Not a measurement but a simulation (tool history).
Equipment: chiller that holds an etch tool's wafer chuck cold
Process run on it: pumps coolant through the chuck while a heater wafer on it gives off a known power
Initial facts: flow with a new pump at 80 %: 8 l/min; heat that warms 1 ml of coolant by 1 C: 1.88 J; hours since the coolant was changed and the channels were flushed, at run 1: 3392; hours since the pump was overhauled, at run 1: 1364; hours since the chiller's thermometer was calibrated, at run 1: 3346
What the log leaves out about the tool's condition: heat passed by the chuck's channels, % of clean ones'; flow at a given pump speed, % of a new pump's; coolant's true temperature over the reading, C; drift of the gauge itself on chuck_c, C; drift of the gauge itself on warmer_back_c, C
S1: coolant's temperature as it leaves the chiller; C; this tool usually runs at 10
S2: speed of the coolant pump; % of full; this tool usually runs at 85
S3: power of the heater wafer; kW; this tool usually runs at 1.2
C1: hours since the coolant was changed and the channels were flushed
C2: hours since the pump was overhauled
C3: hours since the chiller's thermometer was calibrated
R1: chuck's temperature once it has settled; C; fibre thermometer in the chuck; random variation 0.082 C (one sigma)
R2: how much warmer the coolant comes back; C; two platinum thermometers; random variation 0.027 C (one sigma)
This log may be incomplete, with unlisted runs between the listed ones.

Run 1, hour 0: usual settings; C1 3392; C2 1364; C3 3346. Result: R1 20.29 C, R2 4.5 C.
Run 2, hour 34.7: usual settings; C1 3426; C2 1399; C3 3381. Result: R1 20.25 C, R2 4.45 C.
Run 3, hour 59.5: usual settings; C1 3451; C2 1424; C3 3406. Result: R1 20.25 C, R2 4.46 C.
Run 4, hour 87.5: usual settings; C1 3479; C2 1452; C3 3434. Result: R1 20.45 C, R2 4.42 C.
Run 5, hour 112.1: usual settings; C1 3504; C2 1476; C3 3458. Result: R1 20.39 C, R2 4.38 C.
Run 6, hour 151.1: usual settings; C1 3543; C2 1515; C3 3497. Result: R1 20.31 C, R2 4.29 C.
Run 7, hour 190.4: usual settings; C1 3582; C2 1554; C3 3537. Result: R1 20.36 C, R2 4.3 C.
Run 8, hour 222.5: usual settings but S3 1.147 kW; C1 3614; C2 1587; C3 3569. Result: R1 19.81 C, R2 4.04 C.
Run 9, hour 247.1: usual settings but S1 3 C; C1 3639; C2 1611; C3 3593. Result: R1 13.24 C, R2 4.26 C.
Run 10, hour 272.7: usual settings but S1 12 C; C1 3664; C2 1637; C3 3619. Result: R1 22.09 C, R2 4.21 C.
At hour 312.1: coolant changed, channels flushed.
Run 11, hour 312.1: usual settings but S1 12 C, S3 1.132 kW; C1 0; C2 1670; C3 3652. Result: R1 21.71 C, R2 3.88 C.
Run 12, hour 351.6: usual settings but S2 67 % of full; C1 40; C2 1710; C3 3692. Result: R1 21.81 C, R2 5.31 C.
Run 13, hour 381: usual settings but S2 67 % of full; C1 69; C2 1739; C3 3721. Result: R1 21.74 C, R2 5.31 C.
At hour 401.3: chiller's thermometer calibrated.
At hour 403.1: gauge calibrated.
Run 14, hour 405.9: usual settings; C1 93; C2 1763; C3 5. Result: R1 20.08 C, R2 4.54 C.
Run 15, hour 426.6: usual settings but S1 16 C; C1 114; C2 1784; C3 25. Result: R1 26.28 C, R2 4.47 C.
Run 16, hour 446.4: usual settings but S1 16 C; C1 133; C2 1803; C3 45. Result: R1 26.32 C, R2 4.45 C.
Run 17, hour 465.6: usual settings but S1 16 C; C1 153; C2 1823; C3 64. Result: R1 26.39 C, R2 4.42 C.
Run 18, hour 484.4: usual settings but S1 9 C, S2 87 % of full; C1 171; C2 1841; C3 83. Result: R1 19.13 C, R2 4.34 C.
Run 19, hour 519.9: usual settings but S1 17 C, S2 73 % of full, S3 1.38 kW; C1 207; C2 1877; C3 119. Result: R1 30.04 C, R2 5.85 C.
Run 20, hour 542.2: usual settings but S2 94 % of full, S3 1.668 kW; C1 229; C2 1899; C3 141. Result: R1 23.43 C, R2 5.49 C.
Run 21, hour 580.1: usual settings but S2 75 % of full, S3 1.668 kW; C1 267; C2 1937; C3 179. Result: R1 25.39 C, R2 6.9 C.

For run 22, what comes out?
Run 22, hour 602.2: usual settings but S2 63 % of full; C1 289; C2 1959; C3 201. Result: R1 ?, R2 ?.

Run 22 yielded R1 22.36 C, R2 5.83 C.
Had the tool carried no hidden state, the very same run would have given R1 22.34 C, R2 6.07 C.

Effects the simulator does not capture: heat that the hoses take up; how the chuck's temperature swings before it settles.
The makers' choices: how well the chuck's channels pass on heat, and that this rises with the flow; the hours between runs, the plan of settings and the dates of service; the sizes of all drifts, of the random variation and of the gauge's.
